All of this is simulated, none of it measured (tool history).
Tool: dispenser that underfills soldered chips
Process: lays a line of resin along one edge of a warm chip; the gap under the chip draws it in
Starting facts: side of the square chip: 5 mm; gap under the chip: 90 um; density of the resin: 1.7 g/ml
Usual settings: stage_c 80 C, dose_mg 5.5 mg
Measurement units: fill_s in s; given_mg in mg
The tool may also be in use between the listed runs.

run 1 hour=0 | stage_c=80 dose_mg=5.5 | fill_s=26.1 given_mg=5.42
-- hour=4.7 new syringe of resin
run 2 hour=7.5 | stage_c=80 dose_mg=5.5 | fill_s=19 given_mg=5.4
run 3 hour=12.3 | stage_c=67 dose_mg=5.5 | fill_s=38.2 given_mg=5.34
run 4 hour=18.3 | stage_c=67 dose_mg=4.93 | fill_s=45.1 given_mg=4.8
-- hour=25.5 new syringe of resin
run 5 hour=26.5 | stage_c=80 dose_mg=5.43 | fill_s=18.6 given_mg=5.26
run 6 hour=30.5 | stage_c=80 dose_mg=5.5 | fill_s=19.9 given_mg=5.31
run 7 hour=34.5 | stage_c=71 dose_mg=5.5 | fill_s=33.3 given_mg=5.33
run 8 hour=40.5 | stage_c=71 dose_mg=5.5 | fill_s=37.6 given_mg=5.29
-- hour=46.2 new syringe of resin
run 9 hour=49.4 | stage_c=71 dose_mg=5.5 | fill_s=29.1 given_mg=5.26
run 10 hour=56.9 | stage_c=71 dose_mg=5.5 | fill_s=34.5 given_mg=5.22
run 11 hour=63.5 | stage_c=80 dose_mg=7.19 | fill_s=25.8 given_mg=6.82
-- hour=66.4 new syringe of resin
run 12 hour=70.4 | stage_c=80 dose_mg=5.5 | fill_s=19.6 given_mg=5.18
run 13 hour=74.2 | stage_c=80 dose_mg=5.5 | fill_s=20.5 given_mg=5.18
-- hour=76.8 dispensing valve cleaned and set on the balance
run 14 hour=79.2 | stage_c=80 dose_mg=4.92 | fill_s=22.9 given_mg=4.92
run 15 hour=83.4 | stage_c=80 dose_mg=7.03 | fill_s=24 given_mg=7
-- hour=87.5 new syringe of resin
run 16 hour=91.8 | stage_c=91 dose_mg=7.03 | fill_s=12.7 given_mg=6.95
run 17 hour=95.6 | stage_c=91 dose_mg=7.03 | fill_s=13.2 given_mg=6.95
run 18 hour=100.7 | stage_c=91 dose_mg=7.03 | fill_s=15 given_mg=6.92
-- hour=108.2 new syringe of resin
run 19 hour=108.2 | stage_c=91 dose_mg=7.03 | fill_s=10.4 given_mg=6.93
run 20 hour=116.4 | stage_c=67 dose_mg=5.53 | fill_s=37 given_mg=5.39
run 21 hour=120.9 | stage_c=78 dose_mg=6.69 | fill_s=24.7 given_mg=6.51
-- hour=128.4 new syringe of resin
run 22 hour=129.5 | stage_c=83 dose_mg=5.44 | fill_s=15.8 given_mg=5.26
run 23 hour=136.5 | stage_c=76 dose_mg=6.38 | fill_s=24.3 given_mg=6.15
run 24 hour=143.4 | stage_c=91 dose_mg=5.35 | fill_s=16.3 given_mg=5.15
-- hour=148.7 new syringe of resin
run 25 hour=151 | stage_c=91 dose_mg=5.35 | fill_s=11.2 given_mg=5.12
run 26 hour=158.1 | stage_c=68 dose_mg=5.55 | fill_s=35.7 given_mg=5.3
run 27 hour=164.2 | stage_c=73 dose_mg=5.99 | fill_s=32.5 given_mg=5.67
-- hour=169 new syringe of resin
run 28 hour=172.1 | stage_c=72 dose_mg=5.99 | fill_s=26.3 given_mg=5.65
run 29 hour=180 | stage_c=72 dose_mg=5.99 | fill_s=32 given_mg=5.61
-- hour=181.8 dispensing valve cleaned and set on the balance
run 30 hour=187.6 | stage_c=85 dose_mg=5.51 | fill_s=20.8 given_mg=5.49
-- hour=190.4 new syringe of resin
run 31 hour=194.9 | stage_c=76 dose_mg=6.47 | fill_s=22.8 given_mg=6.4
run 32 hour=201.5 | stage_c=80 dose_mg=4.88 | fill_s=22.8 given_mg=4.8
run 33 hour=205.2 | stage_c=68 dose_mg=6.49 | fill_s=40.4 given_mg=6.39
-- hour=211.2 new syringe of resin
run 34 hour=212.6 | stage_c=79 dose_mg=4.98 | fill_s=19.3 given_mg=4.9
run 35 hour=219.7 | stage_c=80 dose_mg=5.62 | fill_s=21 given_mg=5.49
run 36 hour=227.2 | stage_c=84 dose_mg=7.07 | fill_s=20.1 given_mg=6.89

What if the next run were any one of these 4? Each begins from the tool's condition after run 36:
-- hour=231.5 new syringe of resin
run A hour=233.4 | stage_c=67 dose_mg=7.07 | fill_s=? given_mg=?
-- hour=231.5 new syringe of resin
run B hour=233.4 | stage_c=86 dose_mg=4.94 | fill_s=? given_mg=?
-- hour=231.5 new syringe of resin
run C hour=233.4 | stage_c=69 dose_mg=5.55 | fill_s=? given_mg=?
-- hour=231.5 new syringe of resin
run D hour=233.4 | stage_c=80 dose_mg=5.04 | fill_s=? given_mg=?

run=A fill_s=31.4 given_mg=6.86
run=B fill_s=14.7 given_mg=4.77
run=C fill_s=30.4 given_mg=5.4
run=D fill_s=18.1 given_mg=4.9
Without the tool's hidden state the same runs would have given:
run=A fill_s=31.6 given_mg=7.08
run=B fill_s=14.6 given_mg=4.92
run=C fill_s=30.5 given_mg=5.57
run=D fill_s=18 given_mg=5.06
